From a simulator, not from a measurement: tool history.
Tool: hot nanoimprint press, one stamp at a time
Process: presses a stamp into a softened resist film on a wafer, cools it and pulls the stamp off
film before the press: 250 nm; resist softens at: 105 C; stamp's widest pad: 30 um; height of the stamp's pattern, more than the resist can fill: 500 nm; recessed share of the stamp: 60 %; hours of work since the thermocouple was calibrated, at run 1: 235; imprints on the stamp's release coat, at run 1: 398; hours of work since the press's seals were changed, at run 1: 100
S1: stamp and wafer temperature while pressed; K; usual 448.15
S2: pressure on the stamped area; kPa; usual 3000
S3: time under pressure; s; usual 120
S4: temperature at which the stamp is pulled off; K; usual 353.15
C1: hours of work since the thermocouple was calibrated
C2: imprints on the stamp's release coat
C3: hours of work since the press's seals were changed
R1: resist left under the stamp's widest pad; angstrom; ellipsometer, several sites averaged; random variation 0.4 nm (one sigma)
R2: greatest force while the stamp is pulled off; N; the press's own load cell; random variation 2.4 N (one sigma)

| run | hour | S1 | S2 | S3 | S4 | C1 | C2 | C3 | R1 | R2 |
|---|---|---|---|---|---|---|---|---|---|---|
| 1 | 0.0 | 448.15 | 3000 | 120 | 353.15 | 235 | 398 | 100 | 1442 | 123 |
| 2 | 26.8 | 448.15 | 2910 | 120 | 353.15 | 252 | 519 | 117 | 1462 | 126 |
| 3 | 39.6 | 448.15 | 2910 | 120 | 353.15 | 260 | 577 | 125 | 1464 | 127 |
| 4 | 66.2 | 448.15 | 2910 | 120 | 353.15 | 277 | 696 | 142 | 1459 | 124 |
| 5 | 83.0 | 448.15 | 2910 | 120 | 353.15 | 287 | 772 | 153 | 1462 | 123 |
|  | 105.7 | stamp cleaned and given a new release coat |
| 6 | 114.6 | 448.15 | 2910 | 120 | 353.15 | 304 | 40 | 169 | 1459 | 123 |
| 7 | 140.1 | 458.15 | 3000 | 120 | 353.15 | 320 | 154 | 185 | 1001 | 125 |
| 8 | 165.9 | 458.15 | 3000 | 231 | 353.15 | 336 | 271 | 201 | 799 | 122 |
| 9 | 191.5 | 458.15 | 3000 | 231 | 353.15 | 352 | 386 | 218 | 801 | 124 |
| 10 | 210.3 | 458.15 | 3000 | 231 | 353.15 | 364 | 470 | 230 | 795 | 124 |
| 11 | 225.5 | 458.15 | 3000 | 231 | 353.15 | 374 | 539 | 239 | 794 | 125 |
| 12 | 244.2 | 458.15 | 3000 | 231 | 353.15 | 386 | 623 | 251 | 792 | 125 |
| 13 | 262.4 | 458.15 | 3000 | 231 | 353.15 | 397 | 705 | 263 | 795 | 127 |
| 14 | 288.0 | 458.15 | 3000 | 231 | 353.15 | 413 | 820 | 279 | 797 | 122 |
|  | 299.3 | stamp cleaned and given a new release coat |
| 15 | 305.0 | 458.15 | 3000 | 231 | 353.15 | 420 | 26 | 286 | 795 | 126 |
| 16 | 319.4 | 456.15 | 1970 | 131 | 353.15 | 429 | 90 | 295 | 1303 | 122 |
| 17 | 336.7 | 456.15 | 4710 | 204 | 358.15 | 440 | 168 | 306 | 675 | 114 |
|  | 342.0 | gauge calibrated |
| 18 | 350.7 | 445.15 | 2110 | 148 | 347.15 | 449 | 231 | 315 | 1769 | 140 |
| 19 | 371.4 | 448.15 | 2240 | 184 | 353.15 | 462 | 324 | 328 | 1478 | 123 |
| 20 | 393.4 | 448.15 | 2240 | 184 | 353.15 | 476 | 423 | 342 | 1479 | 121 |
|  | 411.5 | plate thermocouple calibrated |
| 21 | 412.5 | 443.15 | 2240 | 184 | 353.15 | 1 | 496 | 352 | 1741 | 125 |
| 22 | 427.1 | 453.15 | 3000 | 120 | 353.15 | 10 | 562 | 361 | 1206 | 126 |
| 23 | 442.9 | 453.15 | 3000 | 120 | 353.15 | 20 | 632 | 371 | 1201 | 125 |
| 24 | 460.4 | 450.15 | 1890 | 132 | 349.15 | 31 | 711 | 382 | 1628 | 132 |
| 25 | 487.3 | 448.15 | 3000 | 120 | 355.15 | 48 | 832 | 399 | 1441 | 121 |
|  | 494.8 | stamp cleaned and given a new release coat |
| 26 | 517.7 | 449.15 | 1840 | 91 | 339.15 | 63 | 103 | 415 | 1848 | 148 |
| 27 | 540.7 | 449.15 | 1840 | 200 | 349.15 | 78 | 207 | 429 | 1515 | 127 |
| 28 | 562.0 | 452.15 | 3840 | 98 | 353.15 | 91 | 302 | 443 | 1158 | 123 |
| 29 | 588.1 | 452.15 | 3840 | 98 | 353.15 | 108 | 420 | 459 | 1154 | 128 |

The same runs without the tool's hidden state, with the same run-to-run variation:
The hidden state here: true temperature over the reading, C; pressure that arrives at the usual setting, %; grip of the stamp's worn release coat, % over a new coat's; drift of the gauge itself on residual_nm, %; drift of the gauge itself on pull_off_n, %.
| run | R1 |
|---|---|
| 1 | 1444 |
| 2 | 1466 |
| 3 | 1470 |
| 4 | 1467 |
| 5 | 1471 |
| 6 | 1471 |
| 7 | 1010 |
| 8 | 808 |
| 9 | 811 |
| 10 | 805 |
| 11 | 805 |
| 12 | 804 |
| 13 | 809 |
| 14 | 811 |
| 15 | 810 |
| 16 | 1329 |
| 17 | 689 |
| 18 | 1773 |
| 19 | 1484 |
| 20 | 1487 |
| 21 | 1747 |
| 22 | 1211 |
| 23 | 1207 |
| 24 | 1638 |
| 25 | 1452 |
| 26 | 1865 |
| 27 | 1531 |
| 28 | 1171 |
| 29 | 1169 |
R2: within 1 N of the measured result in every run.
